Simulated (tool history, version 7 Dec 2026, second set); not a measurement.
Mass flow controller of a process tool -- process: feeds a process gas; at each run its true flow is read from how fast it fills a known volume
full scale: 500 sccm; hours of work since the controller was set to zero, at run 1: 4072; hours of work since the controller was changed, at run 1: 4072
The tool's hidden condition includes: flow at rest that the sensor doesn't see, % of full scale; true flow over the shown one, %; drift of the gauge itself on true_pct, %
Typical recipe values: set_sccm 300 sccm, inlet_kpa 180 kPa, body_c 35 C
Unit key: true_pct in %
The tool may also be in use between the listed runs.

run    hour  set_sccm  inlet_kpa  body_c  hours of work since the controller was set to zero  hours of work since the controller was changed  true_pct
  1     0.0       300        180      35                                                4072                                            4072     97.40
  2   145.6       300        180      35                                                4185                                            4185     97.11
  3   245.3       300        180      35                                                4262                                            4262     97.19
  4   406.4       300        180      35                                                4387                                            4387     97.11
      420.3  -- controller's zero set anew
  5   565.4       300        180      35                                                 113                                            4510     97.55
  6   741.5       300        180      35                                                 249                                            4647     97.42
  7   902.4       300        180      35                                                 374                                            4772     97.50
  8  1061.0       300        180      35                                                 498                                            4895     97.41
  9  1220.9       300        180      35                                                 622                                            5019     97.41
     1245.1  -- controller exchanged for a calibrated one
 10  1340.6       300        180      35                                                  74                                              74     99.49
 11  1474.3       300        180      37                                                 178                                             178     99.66
 12  1596.8       160        180      35                                                 273                                             273     98.63
 13  1729.8       160        180      35                                                 376                                             376     98.69
 14  1828.6       160        180      35                                                 453                                             453     98.61
 15  1932.5       300        180      21                                                 534                                             534     98.63
 16  2071.7       300        180      21                                                 642                                             642     98.42
 17  2229.5        90        213      35                                                 764                                             764     97.92
 18  2341.3       177        210      35                                                 851                                             851     98.36
 19  2505.8       154        210      38                                                 979                                             979     98.29
 20  2608.9       423        210      20                                                1059                                            1059     98.76
 21  2745.5       300        152      35                                                1165                                            1165     98.92
 22  2834.7       300        152      35                                                1234                                            1234     99.00
 23  2973.9       151        237      39                                                1343                                            1343     98.12
 24  3075.4       300        154      27                                                1421                                            1421     98.53
 25  3151.4       147        263      34                                                1480                                            1480     97.70
 26  3321.9        63        222      30                                                1613                                            1613     96.35
 27  3440.1        72        208      28                                                1705                                            1705     96.54
 28  3621.3        72        208      25                                                1845                                            1845     96.18
 29  3708.7        72        208      25                                                1913                                            1913     96.20
 30  3818.8        72        208      25                                                1999                                            1999     96.23
 31  3968.7       232        215      36                                                2115                                            2115     98.05

5 ways to go on from here, each from the tool as it stands after run 31. What would each give?
  A  4086.3       232        215      22                                                2206                                            2206         ?
  B  4086.3        55        260      28                                                2206                                            2206         ?
  C  4086.3       221        198      39                                                2206                                            2206         ?
  D  4086.3        52        231      28                                                2206                                            2206         ?
  E  4086.3       241        158      38                                                2206                                            2206         ?

run  true_pct
  A     97.30
  B     95.59
  C     98.10
  D     95.52
  E     98.13
What these runs would have given with no unlogged condition in the tool:
run  true_pct
  A     98.58
  B     98.06
  C     99.40
  D     98.08
  E     99.39
